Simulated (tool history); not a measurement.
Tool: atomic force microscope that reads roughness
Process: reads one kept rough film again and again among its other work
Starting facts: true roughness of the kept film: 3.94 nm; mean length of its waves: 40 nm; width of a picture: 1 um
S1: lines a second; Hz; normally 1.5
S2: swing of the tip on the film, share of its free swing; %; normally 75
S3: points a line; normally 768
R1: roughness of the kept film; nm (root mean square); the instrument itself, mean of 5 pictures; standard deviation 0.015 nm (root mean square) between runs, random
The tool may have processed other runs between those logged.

run 1 hour=0 | S1=1.5 S2=75 S3=768 | R1=3.33
run 2 hour=8.8 | S1=0.53 S2=75 S3=768 | R1=3.462
run 3 hour=14.4 | S1=0.53 S2=75 S3=768 | R1=3.437
run 4 hour=21.1 | S1=0.53 S2=75 S3=768 | R1=3.423
run 5 hour=30.4 | S1=0.6 S2=75 S3=768 | R1=3.354
-- hour=35.6 new tip fitted
run 6 hour=35.6 | S1=1.5 S2=75 S3=768 | R1=3.509
run 7 hour=42.3 | S1=1.5 S2=75 S3=768 | R1=3.461
run 8 hour=46.4 | S1=1.5 S2=75 S3=768 | R1=3.436
-- hour=48.2 height scale calibrated on a step standard
run 9 hour=53.4 | S1=1.5 S2=75 S3=768 | R1=3.437
run 10 hour=62.6 | S1=1.5 S2=65 S3=768 | R1=3.477
run 11 hour=66.9 | S1=1.5 S2=65 S3=768 | R1=3.499
-- hour=75.9 height scale calibrated on a step standard, once more
run 12 hour=76 | S1=1.5 S2=75 S3=295 | R1=3.3
run 13 hour=80.9 | S1=1.5 S2=75 S3=295 | R1=3.286
run 14 hour=89.7 | S1=2.97 S2=56 S3=768 | R1=3.385
run 15 hour=96.3 | S1=2.97 S2=56 S3=768 | R1=3.319
run 16 hour=101.6 | S1=2.47 S2=79 S3=313 | R1=3.03
run 17 hour=108.9 | S1=3.67 S2=79 S3=386 | R1=2.842
-- hour=113.4 new tip fitted
run 18 hour=116.1 | S1=1.11 S2=56 S3=388 | R1=3.647
run 19 hour=121.2 | S1=2.57 S2=65 S3=561 | R1=3.434
run 20 hour=128.2 | S1=1.01 S2=84 S3=561 | R1=3.434
run 21 hour=137 | S1=1.5 S2=65 S3=781 | R1=3.48
run 22 hour=141.9 | S1=1.38 S2=75 S3=768 | R1=3.388
run 23 hour=147.2 | S1=0.53 S2=73 S3=622 | R1=3.48
run 24 hour=152 | S1=0.53 S2=73 S3=622 | R1=3.514
run 25 hour=155.8 | S1=0.53 S2=73 S3=622 | R1=3.473

Below are 4 alternative next runs, each starting from the tool's condition after run 25. Predict each:
run A hour=160.4 | S1=2.01 S2=73 S3=622 | R1=?
run B hour=160.4 | S1=0.53 S2=73 S3=450 | R1=?
run C hour=160.4 | S1=1.94 S2=66 S3=335 | R1=?
run D hour=160.4 | S1=0.53 S2=83 S3=622 | R1=?

run=A R1=3.245
run=B R1=3.448
run=C R1=3.341
run=D R1=3.431
Had the tool no hidden state, the same runs would have come out as:
run=A R1=3.444
run=B R1=3.66
run=C R1=3.546
run=D R1=3.642
